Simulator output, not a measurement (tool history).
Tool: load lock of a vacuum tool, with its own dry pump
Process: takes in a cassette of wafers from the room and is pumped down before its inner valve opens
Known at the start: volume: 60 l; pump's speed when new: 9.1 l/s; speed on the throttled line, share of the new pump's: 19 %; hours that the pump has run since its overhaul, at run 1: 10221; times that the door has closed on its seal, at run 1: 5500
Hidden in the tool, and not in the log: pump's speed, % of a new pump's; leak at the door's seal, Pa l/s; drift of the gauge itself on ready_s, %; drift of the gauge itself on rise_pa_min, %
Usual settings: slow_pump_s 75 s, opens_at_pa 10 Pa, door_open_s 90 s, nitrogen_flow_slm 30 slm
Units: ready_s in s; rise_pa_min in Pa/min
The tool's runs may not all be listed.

run,hour,slow_pump_s,opens_at_pa,door_open_s,nitrogen_flow_slm,hours that the pump has run since its overhaul,times that the door has closed on its seal,"incoming humidity of the room's air, %",ready_s,rise_pa_min
1,0,75,10,90,30,10221,5500,44,136.4,0.085
2,381,75,10,90,30,10602,5940,41.7,136.6,0.088
3,1055.1,75,10,90,30,11276,6719,43.2,138.4,0.093
# hour 1464.1: dry pump taken out, an overhauled one fitted
4,1526.5,75,10,90,30,62,7257,45,123.5,0.105
5,1990.7,75,10,90,30,527,7794,41.8,123.9,0.106
6,2343.4,144,10,90,30,879,8201,40.6,179.5,0.11
7,2801.4,144,10,90,30,1337,8731,44.8,178.4,0.114
8,3517.3,75,10,35,30,2053,9558,45.2,125,0.107
9,3890.2,74,10,90,30,2426,9989,47.6,124,0.134
10,4221.1,74,10,105,30,2757,10372,46.5,126.3,0.141
11,4636.3,74,10,105,30,3172,10852,42.2,123.5,0.145
12,5328.7,75,10,90,30,3865,11652,46,127.4,0.158
13,5911.8,75,10,97,30,4448,12326,46.9,127.9,0.167
14,6622.2,75,10,97,30,5158,13147,47.4,129.5,0.177
15,7229.3,75,10,97,30,5765,13849,43.5,131.2,0.187
16,7695.5,75,10,97,30,6231,14387,43,130,0.187
17,8192.1,75,10,97,30,6728,14961,44.2,130.1,0.201
18,8774.7,75,10,97,30,7311,15635,42.7,131.1,0.211
19,9358.1,75,10,97,30,7894,16309,48.5,131.6,0.226
20,9904.4,75,10,97,30,8440,16940,45.4,133.7,0.237
21,10211.4,144,15,65,13,8747,17295,44.5,183,0.251
22,10553.6,86,15,120,13,9089,17691,45.9,137.4,0.273
23,11012.2,75,10,75,10,9548,18221,46.4,133.7,0.275
24,11365.4,75,10,75,10,9901,18629,41.6,136.6,0.274
25,11749.3,75,10,75,10,10285,19073,41.6,137.2,0.284
26,12103.4,75,10,75,10,10639,19482,44.2,136.8,0.293
27,12593.3,97,8,27,12,11129,20048,47.7,156.7,0.277
# hour 13123.5: dry pump taken out, an overhauled one fitted
28,13280.5,97,8,27,12,157,20836,44.8,140.2,0.291
29,13897.8,97,8,27,12,774,21549,43.9,142.3,0.301
30,14476.7,97,8,27,12,1353,22218,45.7,141.5,0.311
31,14899.8,60,13,90,30,1776,22707,43.2,109.1,0.345
32,15205.1,96,20,85,6,2082,23060,42.8,133.9,0.371
33,15722.2,75,10,90,22,2599,23658,46.9,124.6,0.378
34,16189.9,68,10,90,5,3066,24198,45.4,117.3,0.404
35,16551.4,68,13,90,5,3428,24616,47.2,117,0.429
36,16880.3,68,7,59,17,3757,24996,46.4,122.6,0.394

3 ways to go on from here, each from the tool as it stands after run 36. What would each give?
A,17236.2,103,10,114,30,4113,25408,44.3,?,?
B,17236.2,137,7,135,17,4113,25408,48.4,?,?
C,17236.2,75,12,90,5,4113,25408,43.3,?,?

run,ready_s,rise_pa_min
A,146.1,0.417
B,178,0.43
C,124.8,0.437
Without the tool's hidden state the same runs would have given:
run,ready_s,rise_pa_min
A,143.1,0.05
B,175.2,0.068
C,121.4,0.064
